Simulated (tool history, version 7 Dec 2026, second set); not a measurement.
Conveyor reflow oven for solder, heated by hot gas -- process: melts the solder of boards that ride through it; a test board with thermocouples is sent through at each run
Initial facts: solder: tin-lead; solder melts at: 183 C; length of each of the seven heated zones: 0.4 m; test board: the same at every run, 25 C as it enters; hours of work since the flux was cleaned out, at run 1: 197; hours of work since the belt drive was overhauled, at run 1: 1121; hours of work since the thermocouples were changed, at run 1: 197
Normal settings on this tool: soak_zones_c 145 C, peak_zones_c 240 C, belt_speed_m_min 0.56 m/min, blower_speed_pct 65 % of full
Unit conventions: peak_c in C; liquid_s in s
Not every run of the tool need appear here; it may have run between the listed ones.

run	hour	soak_zones_c	peak_zones_c	belt_speed_m_min	blower_speed_pct	hours of work since the flux was cleaned out	hours of work since the belt drive was overhauled	hours of work since the thermocouples were changed	peak_c	liquid_s
1	0	145	240	0.56	65	197	1121	197	222.4	73.4
2	67.4	145	240	0.526	65	245	1169	245	224.7	78.5
3	115.7	145	240	0.525	65	279	1203	279	224.6	79.9
4	164.5	145	240	0.56	65	314	1238	314	220.7	72.3
5	206	145	240	0.56	65	343	1268	343	221.2	71.3
6	251.3	145	240	0.56	65	376	1300	376	220.9	72
7	295.5	145	240	0.56	65	407	1331	407	220.1	71
8	341.8	145	240	0.56	65	440	1364	440	220.4	70.8
9	378.4	145	240	0.56	83	466	1390	466	223.6	74.1
# hour 394.6: flux residue cleaned out of gas plates and filters
10	451.7	145	240	0.56	83	41	1439	515	227.2	74.8
11	484.9	145	240	0.56	65	64	1463	539	223.3	73.8
12	527.8	145	240	0.56	65	95	1493	569	222.7	72.8
13	557.2	145	240	0.56	65	116	1514	590	223.6	73.6
14	625.2	145	240	0.56	65	164	1563	639	222.4	74.1
# hour 666.7: belt drive overhauled, speed set with a stopwatch
15	666.7	133	240	0.56	65	191	0	665	218.9	63.5
16	709.6	159	235	0.456	69	222	31	696	225.6	99.6
17	739	159	254	0.478	69	243	52	717	241.2	102.9
18	784.9	159	254	0.478	69	275	84	750	241.9	104.4
19	848.3	153	231	0.474	60	321	129	795	217.9	85.4
20	881.3	145	232	0.56	65	344	153	818	213.8	62.3
21	941.7	145	230	0.56	65	387	196	862	211.6	61.1
22	997.8	135	235	0.532	65	427	236	902	215.6	65.2
23	1046.4	135	235	0.532	65	462	271	936	214.6	65.6
# hour 1072.3: flux residue cleaned out of gas plates and filters
24	1106.1	135	235	0.532	65	24	310	975	218.2	68.6

Estimate the outcome of run 25 from the log above:
25	1169.1	145	252	0.463	69	69	355	1020	?	?

Run 25 came out at peak_c 238.7 C, liquid_s 100.2 s.
Without the tool's hidden state the same run would have given peak_c 240.3 C, liquid_s 100.5 s.
